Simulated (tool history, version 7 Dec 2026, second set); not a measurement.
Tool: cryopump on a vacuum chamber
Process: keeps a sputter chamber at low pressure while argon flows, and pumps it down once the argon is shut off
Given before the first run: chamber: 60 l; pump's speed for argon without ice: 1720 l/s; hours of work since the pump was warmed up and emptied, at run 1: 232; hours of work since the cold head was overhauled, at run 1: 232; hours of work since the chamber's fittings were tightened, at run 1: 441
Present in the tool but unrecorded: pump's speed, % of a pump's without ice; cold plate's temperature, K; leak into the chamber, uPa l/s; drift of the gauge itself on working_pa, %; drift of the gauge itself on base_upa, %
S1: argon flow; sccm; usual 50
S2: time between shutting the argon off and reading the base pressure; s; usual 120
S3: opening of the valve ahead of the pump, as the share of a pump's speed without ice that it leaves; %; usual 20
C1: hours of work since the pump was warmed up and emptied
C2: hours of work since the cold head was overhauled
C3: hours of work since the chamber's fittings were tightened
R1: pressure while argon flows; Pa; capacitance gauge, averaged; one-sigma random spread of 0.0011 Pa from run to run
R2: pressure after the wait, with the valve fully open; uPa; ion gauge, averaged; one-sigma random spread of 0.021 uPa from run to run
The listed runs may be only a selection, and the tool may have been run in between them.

run 1 hour=0.0 | S1=50 S2=120 S3=20 | C1=232 C2=232 C3=441 | R1=0.2463 R2=0.71
run 2 hour=27.8 | S1=50 S2=120 S3=20 | C1=255 C2=255 C3=463 | R1=0.2488 R2=0.71
run 3 hour=56.0 | S1=50 S2=120 S3=20 | C1=277 C2=277 C3=485 | R1=0.2487 R2=0.69
run 4 hour=80.7 | S1=33 S2=120 S3=20 | C1=297 C2=297 C3=505 | R1=0.1643 R2=0.73
run 5 hour=110.7 | S1=33 S2=120 S3=20 | C1=321 C2=321 C3=529 | R1=0.1637 R2=0.75
run 6 hour=138.1 | S1=33 S2=120 S3=20 | C1=343 C2=343 C3=551 | R1=0.1639 R2=0.74
run 7 hour=173.3 | S1=33 S2=120 S3=20 | C1=372 C2=372 C3=580 | R1=0.1635 R2=0.79
run 8 hour=198.5 | S1=33 S2=120 S3=20 | C1=392 C2=392 C3=600 | R1=0.1648 R2=0.78
run 9 hour=219.3 | S1=50 S2=120 S3=20 | C1=408 C2=408 C3=616 | R1=0.2491 R2=0.80
run 10 hour=239.1 | S1=50 S2=120 S3=20 | C1=424 C2=424 C3=632 | R1=0.2519 R2=0.84
run 11 hour=270.4 | S1=50 S2=120 S3=20 | C1=449 C2=449 C3=657 | R1=0.2504 R2=0.81
run 12 hour=289.0 | S1=36 S2=28 S3=24 | C1=464 C2=464 C3=672 | R1=0.1504 R2=1.70
run 13 hour=311.2 | S1=50 S2=120 S3=48 | C1=482 C2=482 C3=690 | R1=0.1081 R2=0.83
run 14 hour=347.0 | S1=50 S2=120 S3=48 | C1=511 C2=511 C3=719 | R1=0.1076 R2=0.91
run 15 hour=376.0 | S1=50 S2=120 S3=48 | C1=534 C2=534 C3=742 | R1=0.1075 R2=0.87
run 16 hour=397.0 | S1=50 S2=23 S3=32 | C1=551 C2=551 C3=759 | R1=0.1599 R2=2.02
run 17 hour=415.2 | S1=50 S2=66 S3=29 | C1=566 C2=566 C3=774 | R1=0.1751 R2=1.12
run 18 hour=446.4 | S1=50 S2=66 S3=29 | C1=591 C2=591 C3=799 | R1=0.1781 R2=1.16
run 19 hour=465.3 | S1=50 S2=66 S3=29 | C1=606 C2=606 C3=814 | R1=0.1759 R2=1.17
run 20 hour=481.4 | S1=50 S2=181 S3=54 | C1=619 C2=619 C3=827 | R1=0.0974 R2=0.88
run 21 hour=496.8 | S1=50 S2=120 S3=20 | C1=631 C2=631 C3=839 | R1=0.2533 R2=0.93

Below, some changes in R1 between adjacent runs. For each, the amount present without the hidden state too (settings, incoming material, random variation) and the amount remaining for the hidden state with gauge scatter not shared by both compared results:
Run 8 -> 9: S1 33 -> 50. R1 +0.0843 Pa: hidden state +0.0016, all else +0.0827.
Run 11 -> 12: S1 50 -> 36, S2 120 -> 28, S3 20 -> 24. R1 -0.1000 Pa: hidden state -0.0013, all else -0.0987.
Run 12 -> 13: S1 36 -> 50, S2 28 -> 120, S3 24 -> 48. R1 -0.0423 Pa: hidden state +0.0017, all else -0.0440.
Run 20 -> 21: S2 181 -> 120, S3 54 -> 20. R1 +0.1559 Pa: hidden state +0.0001, all else +0.1558.
